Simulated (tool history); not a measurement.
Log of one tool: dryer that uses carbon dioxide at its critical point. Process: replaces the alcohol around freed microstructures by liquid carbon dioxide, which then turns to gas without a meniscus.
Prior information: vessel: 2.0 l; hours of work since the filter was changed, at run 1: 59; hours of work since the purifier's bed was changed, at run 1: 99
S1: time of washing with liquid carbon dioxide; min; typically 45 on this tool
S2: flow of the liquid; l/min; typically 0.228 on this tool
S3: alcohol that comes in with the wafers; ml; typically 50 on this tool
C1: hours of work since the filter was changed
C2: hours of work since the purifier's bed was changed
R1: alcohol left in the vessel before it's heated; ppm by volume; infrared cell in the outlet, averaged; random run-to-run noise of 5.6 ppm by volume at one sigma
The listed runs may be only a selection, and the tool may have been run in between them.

| run | hour | S1 | S2 | S3 | C1 | C2 | R1 |
|---|---|---|---|---|---|---|---|
| 1 | 0.0 | 45 | 0.228 | 50 | 59 | 99 | 239 |
| 2 | 25.8 | 45 | 0.228 | 50 | 68 | 108 | 242 |
| 3 | 41.2 | 45 | 0.228 | 50 | 73 | 113 | 242 |
| 4 | 52.2 | 45 | 0.228 | 50 | 77 | 117 | 233 |
| 5 | 65.9 | 45 | 0.153 | 50 | 82 | 122 | 1014 |
| 6 | 84.2 | 45 | 0.153 | 50 | 88 | 128 | 1024 |
| 7 | 106.9 | 33 | 0.228 | 50 | 96 | 136 | 734 |
| 8 | 124.9 | 64 | 0.236 | 50 | 102 | 142 | 87 |
| 9 | 144.8 | 45 | 0.228 | 56 | 109 | 149 | 276 |
| 10 | 158.9 | 52 | 0.279 | 74 | 113 | 154 | 102 |
| 11 | 180.7 | 52 | 0.279 | 74 | 121 | 161 | 117 |
| 12 | 194.8 | 52 | 0.279 | 74 | 126 | 166 | 121 |
| 13 | 217.4 | 45 | 0.239 | 50 | 134 | 174 | 238 |
| 14 | 238.3 | 45 | 0.205 | 50 | 141 | 181 | 401 |

5 ways to go on from here, each from the tool as it stands after run 14. What would each give?
| A | 258.2 | 64 | 0.301 | 108 | 148 | 188 | ? |
| B | 258.2 | 49 | 0.224 | 50 | 148 | 188 | ? |
| C | 258.2 | 70 | 0.228 | 50 | 148 | 188 | ? |
| D | 258.2 | 45 | 0.166 | 41 | 148 | 188 | ? |
| E | 258.2 | 56 | 0.206 | 32 | 148 | 188 | ? |

| run | R1 |
|---|---|
| A | 90 |
| B | 223 |
| C | 101 |
| D | 682 |
| E | 164 |
With no hidden state in the tool, these same runs would have given:
| run | R1 |
|---|---|
| A | 10 |
| B | 121 |
| C | 19 |
| D | 535 |
| E | 71 |
